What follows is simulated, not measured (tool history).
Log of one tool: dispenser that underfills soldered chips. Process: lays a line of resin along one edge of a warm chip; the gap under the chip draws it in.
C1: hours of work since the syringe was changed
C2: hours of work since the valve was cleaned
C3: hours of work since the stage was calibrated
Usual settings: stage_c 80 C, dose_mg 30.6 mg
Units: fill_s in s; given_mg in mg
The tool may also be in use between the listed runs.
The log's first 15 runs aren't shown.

At hour 107.6: new syringe of resin.
Run 16, hour 108.7: usual settings; C1 1; C2 20; C3 245. Result: fill_s 101.4 s, given_mg 30.22 mg.
Run 17, hour 115.1: usual settings but stage_c 83 C; C1 5; C2 24; C3 250. Result: fill_s 116.1 s, given_mg 30.11 mg.
At hour 124.3: new syringe of resin.
Run 18, hour 125.3: usual settings but stage_c 75 C, dose_mg 36.2 mg; C1 1; C2 31; C3 256. Result: fill_s 118.3 s, given_mg 35.38 mg.
Run 19, hour 131.7: usual settings but stage_c 86 C, dose_mg 37.2 mg; C1 5; C2 35; C3 261. Result: fill_s 99.7 s, given_mg 36.25 mg.
Run 20, hour 137.8: usual settings but stage_c 68 C, dose_mg 29.5 mg; C1 9; C2 39; C3 265. Result: fill_s 288.5 s, given_mg 28.74 mg.
At hour 141.1: new syringe of resin.
Run 21, hour 145.7: usual settings but stage_c 68 C, dose_mg 29.5 mg; C1 3; C2 44; C3 270. Result: fill_s 200.6 s, given_mg 28.62 mg.
At hour 153.4: dispensing valve cleaned and set on the balance.
Run 22, hour 154.7: usual settings but stage_c 86 C, dose_mg 30.3 mg; C1 9; C2 1; C3 276. Result: fill_s 128.5 s, given_mg 30.30 mg.
At hour 159.3: new syringe of resin.
Run 23, hour 165.1: usual settings but stage_c 66 C; C1 4; C2 8; C3 282. Result: fill_s 226.7 s, given_mg 30.42 mg.
Run 24, hour 173.8: usual settings but stage_c 87 C, dose_mg 34.4 mg; C1 10; C2 14; C3 288. Result: fill_s 132.0 s, given_mg 34.02 mg.
At hour 176.2: new syringe of resin.
Run 25, hour 180.7: usual settings but stage_c 89 C, dose_mg 27.0 mg; C1 3; C2 18; C3 293. Result: fill_s 85.0 s, given_mg 26.65 mg.
Run 26, hour 186.7: usual settings but stage_c 89 C, dose_mg 27.0 mg; C1 7; C2 22; C3 297. Result: fill_s 109.3 s, given_mg 26.49 mg.
At hour 193.0: new syringe of resin.
Run 27, hour 194.9: usual settings but stage_c 67 C, dose_mg 26.6 mg; C1 1; C2 28; C3 302. Result: fill_s 193.7 s, given_mg 26.14 mg.
Run 28, hour 203.5: usual settings but stage_c 83 C, dose_mg 34.2 mg; C1 7; C2 34; C3 308. Result: fill_s 130.7 s, given_mg 33.31 mg.
At hour 209.8: new syringe of resin.
Run 29, hour 212.6: usual settings but stage_c 77 C; C1 2; C2 39; C3 314. Result: fill_s 125.4 s, given_mg 29.76 mg.
Run 30, hour 222.3: usual settings but stage_c 77 C, dose_mg 26.3 mg; C1 9; C2 46; C3 321. Result: fill_s 197.2 s, given_mg 25.30 mg.
At hour 226.6: new syringe of resin.
At hour 227.6: dispensing valve cleaned and set on the balance.
Run 31, hour 232.1: usual settings but stage_c 67 C, dose_mg 30.5 mg; C1 3; C2 3; C3 327. Result: fill_s 204.5 s, given_mg 30.37 mg.
Run 32, hour 238.6: usual settings but stage_c 67 C, dose_mg 30.5 mg; C1 8; C2 8; C3 331. Result: fill_s 277.7 s, given_mg 30.23 mg.
At hour 244.3: new syringe of resin.
Run 33, hour 245.5: usual settings but stage_c 67 C, dose_mg 30.5 mg; C1 1; C2 12; C3 336. Result: fill_s 178.8 s, given_mg 29.97 mg.
Run 34, hour 255.9: usual settings but stage_c 69 C, dose_mg 29.9 mg; C1 8; C2 19; C3 343. Result: fill_s 253.5 s, given_mg 29.36 mg.

3 ways to go on from here, each from the tool as it stands after run 34. What would each give?
At hour 261.7: new syringe of resin.
Run A, hour 266.8: usual settings but stage_c 84 C, dose_mg 26.5 mg; C1 3; C2 26; C3 350. Result: fill_s ?, given_mg ?.
At hour 261.7: new syringe of resin.
Run B, hour 266.8: usual settings but stage_c 74 C, dose_mg 33.3 mg; C1 3; C2 26; C3 350. Result: fill_s ?, given_mg ?.
At hour 261.7: new syringe of resin.
Run C, hour 266.8: usual settings but stage_c 87 C, dose_mg 27.7 mg; C1 3; C2 26; C3 350. Result: fill_s ?, given_mg ?.

run  fill_s  given_mg
  A   106.6     25.99
  B   153.0     32.41
  C    92.9     26.92
Without the tool's hidden state the same runs would have given:
run  fill_s  given_mg
  A    79.0     26.59
  B   113.6     33.17
  C    69.1     27.54
